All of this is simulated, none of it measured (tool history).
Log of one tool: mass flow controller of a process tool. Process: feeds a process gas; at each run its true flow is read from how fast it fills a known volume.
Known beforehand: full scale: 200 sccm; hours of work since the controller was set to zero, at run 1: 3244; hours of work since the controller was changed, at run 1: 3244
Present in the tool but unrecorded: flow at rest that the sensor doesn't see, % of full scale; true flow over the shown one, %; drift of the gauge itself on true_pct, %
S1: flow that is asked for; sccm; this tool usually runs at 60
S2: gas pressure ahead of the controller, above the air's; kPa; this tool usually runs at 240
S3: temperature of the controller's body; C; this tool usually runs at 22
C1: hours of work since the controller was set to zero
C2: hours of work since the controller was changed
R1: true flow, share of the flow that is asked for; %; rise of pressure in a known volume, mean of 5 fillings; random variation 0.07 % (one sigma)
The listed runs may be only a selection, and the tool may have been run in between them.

run,hour,S1,S2,S3,C1,C2,R1
1,0.0,60,240,22,3244,3244,98.49
2,74.4,60,240,22,3290,3290,98.64
3,110.8,60,240,22,3313,3313,98.54
4,150.4,60,240,22,3337,3337,98.61
5,195.2,90,240,22,3365,3365,98.87
6,281.8,90,240,22,3419,3419,98.90
7,323.5,60,162,22,3445,3445,99.13
8,382.3,60,162,27,3481,3481,99.24
9,418.9,60,240,22,3504,3504,98.74
10,497.1,60,240,22,3552,3552,98.89
11,534.8,60,240,22,3576,3576,99.01
12,589.6,60,240,22,3610,3610,99.01
13,660.2,60,240,22,3653,3653,99.11
14,701.1,60,240,23,3679,3679,98.99
15,774.1,60,240,23,3724,3724,99.15
16,817.0,60,240,22,3751,3751,99.09
17,883.9,60,240,22,3792,3792,99.17
18,938.4,60,240,29,3826,3826,99.57
19,1000.1,65,240,29,3864,3864,99.47
20,1043.5,60,177,22,3891,3891,99.54
21,1080.2,60,177,22,3914,3914,99.61
22,1126.2,56,155,22,3942,3942,99.69
23,1178.5,56,155,22,3975,3975,99.85
24,1230.7,90,155,31,4007,4007,100.46
25,1289.3,90,155,31,4043,4043,100.43
26,1360.3,90,155,31,4087,4087,100.46
27,1429.5,70,142,23,4130,4130,100.20
28,1516.7,199,240,29,4184,4184,101.25
# hour 1561.6: gauge calibrated
29,1584.3,22,226,36,4226,4226,98.88
30,1650.9,30,240,22,4267,4267,98.30
31,1701.7,151,240,30,4299,4299,99.69
32,1756.6,147,240,30,4333,4333,99.58
33,1827.8,24,177,30,4377,4377,98.91
34,1877.8,59,177,33,4408,4408,99.36
35,1936.2,37,184,27,4444,4444,99.04
36,2009.5,37,184,27,4490,4490,99.12
37,2049.5,83,240,31,4514,4514,99.34
38,2102.0,77,240,22,4547,4547,99.00
39,2165.2,67,145,27,4586,4586,99.50

What differs in the tool's unlogged condition from the final listed run ahead of each entry between runs to the first listed run following it?
Run 28 -> run 29: gauge calibrated (hour 1561.6)
  drift of the gauge itself on true_pct, %: 1.27 -> 0.02
  measured result minus the result with no hidden state, R1: +1.22 -> +0.01 %

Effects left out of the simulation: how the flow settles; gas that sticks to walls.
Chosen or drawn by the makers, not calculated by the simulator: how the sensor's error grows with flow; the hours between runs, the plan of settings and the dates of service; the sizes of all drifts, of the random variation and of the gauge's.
